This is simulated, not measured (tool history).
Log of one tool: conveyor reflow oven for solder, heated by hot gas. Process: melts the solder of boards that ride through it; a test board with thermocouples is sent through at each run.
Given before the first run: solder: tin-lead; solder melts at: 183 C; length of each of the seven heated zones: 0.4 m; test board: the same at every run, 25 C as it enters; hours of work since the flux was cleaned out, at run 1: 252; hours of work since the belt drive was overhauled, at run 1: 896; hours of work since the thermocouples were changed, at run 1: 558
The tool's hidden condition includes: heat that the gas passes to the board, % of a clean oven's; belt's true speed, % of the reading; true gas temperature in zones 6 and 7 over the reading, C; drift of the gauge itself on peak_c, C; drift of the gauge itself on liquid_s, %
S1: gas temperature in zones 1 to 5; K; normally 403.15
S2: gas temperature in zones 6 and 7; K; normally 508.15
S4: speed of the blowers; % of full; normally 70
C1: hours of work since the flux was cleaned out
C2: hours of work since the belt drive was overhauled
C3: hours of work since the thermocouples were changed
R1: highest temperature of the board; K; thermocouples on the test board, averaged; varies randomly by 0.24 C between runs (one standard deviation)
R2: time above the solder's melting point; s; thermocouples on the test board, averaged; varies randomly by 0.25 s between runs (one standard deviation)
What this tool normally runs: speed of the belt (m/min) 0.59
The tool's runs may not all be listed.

run 1 hour=0 | S1=403.15 S2=508.15 speed_of_the_belt_(m/min)=0.59 S4=70 | C1=252 C2=896 C3=558 | R1=487.35 R2=54.7
run 2 hour=14.1 | S1=403.15 S2=508.15 speed_of_the_belt_(m/min)=0.517 S4=70 | C1=259 C2=903 C3=564 | R1=491.95 R2=68.5
run 3 hour=32.1 | S1=403.15 S2=508.15 speed_of_the_belt_(m/min)=0.517 S4=70 | C1=268 C2=911 C3=573 | R1=492.25 R2=68.5
run 4 hour=56 | S1=403.15 S2=508.15 speed_of_the_belt_(m/min)=0.619 S4=70 | C1=279 C2=923 C3=584 | R1=485.15 R2=50.1
run 5 hour=82.4 | S1=403.15 S2=508.15 speed_of_the_belt_(m/min)=0.59 S4=50 | C1=291 C2=935 C3=597 | R1=477.45 R2=42.6
run 6 hour=103.6 | S1=403.15 S2=508.15 speed_of_the_belt_(m/min)=0.59 S4=50 | C1=301 C2=945 C3=606 | R1=477.15 R2=42.5
run 7 hour=129.5 | S1=405.15 S2=508.15 speed_of_the_belt_(m/min)=0.59 S4=70 | C1=313 C2=957 C3=619 | R1=487.55 R2=56.1
run 8 hour=149.2 | S1=405.15 S2=508.15 speed_of_the_belt_(m/min)=0.59 S4=70 | C1=323 C2=966 C3=628 | R1=487.05 R2=55.8
run 9 hour=170.7 | S1=405.15 S2=508.15 speed_of_the_belt_(m/min)=0.59 S4=70 | C1=333 C2=977 C3=638 | R1=487.05 R2=56.3
run 10 hour=200.9 | S1=405.15 S2=508.15 speed_of_the_belt_(m/min)=0.59 S4=70 | C1=347 C2=991 C3=652 | R1=486.95 R2=55.9
run 11 hour=220.3 | S1=403.15 S2=498.15 speed_of_the_belt_(m/min)=0.59 S4=70 | C1=356 C2=1000 C3=661 | R1=478.05 R2=45.5
run 12 hour=239.3 | S1=405.15 S2=498.15 speed_of_the_belt_(m/min)=0.59 S4=70 | C1=365 C2=1009 C3=670 | R1=478.65 R2=46.6
run 13 hour=266.3 | S1=403.15 S2=508.15 speed_of_the_belt_(m/min)=0.474 S4=70 | C1=378 C2=1022 C3=683 | R1=494.45 R2=78.2
run 14 hour=294.9 | S1=405.15 S2=508.15 speed_of_the_belt_(m/min)=0.585 S4=70 | C1=391 C2=1035 C3=697 | R1=487.15 R2=56.3
run 15 hour=325.8 | S1=405.15 S2=508.15 speed_of_the_belt_(m/min)=0.585 S4=70 | C1=406 C2=1050 C3=711 | R1=487.05 R2=56.5
run 16 hour=344.5 | S1=403.15 S2=508.15 speed_of_the_belt_(m/min)=0.52 S4=80 | C1=415 C2=1058 C3=720 | R1=493.35 R2=71.1
run 17 hour=362.7 | S1=403.15 S2=508.15 speed_of_the_belt_(m/min)=0.52 S4=80 | C1=423 C2=1067 C3=728 | R1=493.65 R2=69.7
run 18 hour=376.2 | S1=403.15 S2=508.15 speed_of_the_belt_(m/min)=0.52 S4=80 | C1=429 C2=1073 C3=735 | R1=493.95 R2=70.4
-- hour=397.9 flux residue cleaned out of gas plates and filters
run 19 hour=397.9 | S1=395.15 S2=508.15 speed_of_the_belt_(m/min)=0.59 S4=57 | C1=0 C2=1081 C3=743 | R1=481.15 R2=45.5
run 20 hour=414.9 | S1=395.15 S2=508.15 speed_of_the_belt_(m/min)=0.59 S4=57 | C1=8 C2=1089 C3=751 | R1=481.05 R2=45.2
run 21 hour=443.4 | S1=393.15 S2=508.15 speed_of_the_belt_(m/min)=0.669 S4=70 | C1=21 C2=1103 C3=764 | R1=480.85 R2=39.3
run 22 hour=466 | S1=393.15 S2=508.15 speed_of_the_belt_(m/min)=0.669 S4=70 | C1=32 C2=1113 C3=775 | R1=480.85 R2=39.7
run 23 hour=485.7 | S1=403.15 S2=508.15 speed_of_the_belt_(m/min)=0.597 S4=70 | C1=41 C2=1122 C3=784 | R1=488.15 R2=55.5
run 24 hour=502.4 | S1=403.15 S2=508.15 speed_of_the_belt_(m/min)=0.597 S4=70 | C1=49 C2=1130 C3=792 | R1=487.95 R2=55
run 25 hour=528.3 | S1=409.15 S2=508.15 speed_of_the_belt_(m/min)=0.516 S4=70 | C1=61 C2=1143 C3=804 | R1=493.55 R2=73.2
run 26 hour=544 | S1=409.15 S2=508.15 speed_of_the_belt_(m/min)=0.516 S4=70 | C1=69 C2=1150 C3=811 | R1=494.15 R2=73.2

Each row is a separate what-if for the run after 26, all from the same tool condition, not one after another. Results?
-- hour=561.9 belt drive overhauled, speed set with a stopwatch
run A hour=561.9 | S1=393.15 S2=508.15 speed_of_the_belt_(m/min)=0.598 S4=66 | C1=75 C2=0 C3=818 | R1=? R2=?
-- hour=561.9 belt drive overhauled, speed set with a stopwatch
run B hour=561.9 | S1=401.15 S2=508.15 speed_of_the_belt_(m/min)=0.516 S4=70 | C1=75 C2=0 C3=818 | R1=? R2=?
-- hour=561.9 belt drive overhauled, speed set with a stopwatch
run C hour=561.9 | S1=412.15 S2=508.15 speed_of_the_belt_(m/min)=0.59 S4=82 | C1=75 C2=0 C3=818 | R1=? R2=?
-- hour=561.9 belt drive overhauled, speed set with a stopwatch
run D hour=561.9 | S1=403.15 S2=513.15 speed_of_the_belt_(m/min)=0.59 S4=70 | C1=75 C2=0 C3=818 | R1=? R2=?

run=A R1=482.75 R2=46.3
run=B R1=492.15 R2=66.7
run=C R1=492.55 R2=63.2
run=D R1=491.75 R2=58.1
The same runs, with their run-to-run variation unchanged, on a tool lacking any hidden condition would have given:
run=A R1=482.55 R2=46.2
run=B R1=491.65 R2=66.5
run=C R1=492.15 R2=63.1
run=D R1=491.45 R2=58

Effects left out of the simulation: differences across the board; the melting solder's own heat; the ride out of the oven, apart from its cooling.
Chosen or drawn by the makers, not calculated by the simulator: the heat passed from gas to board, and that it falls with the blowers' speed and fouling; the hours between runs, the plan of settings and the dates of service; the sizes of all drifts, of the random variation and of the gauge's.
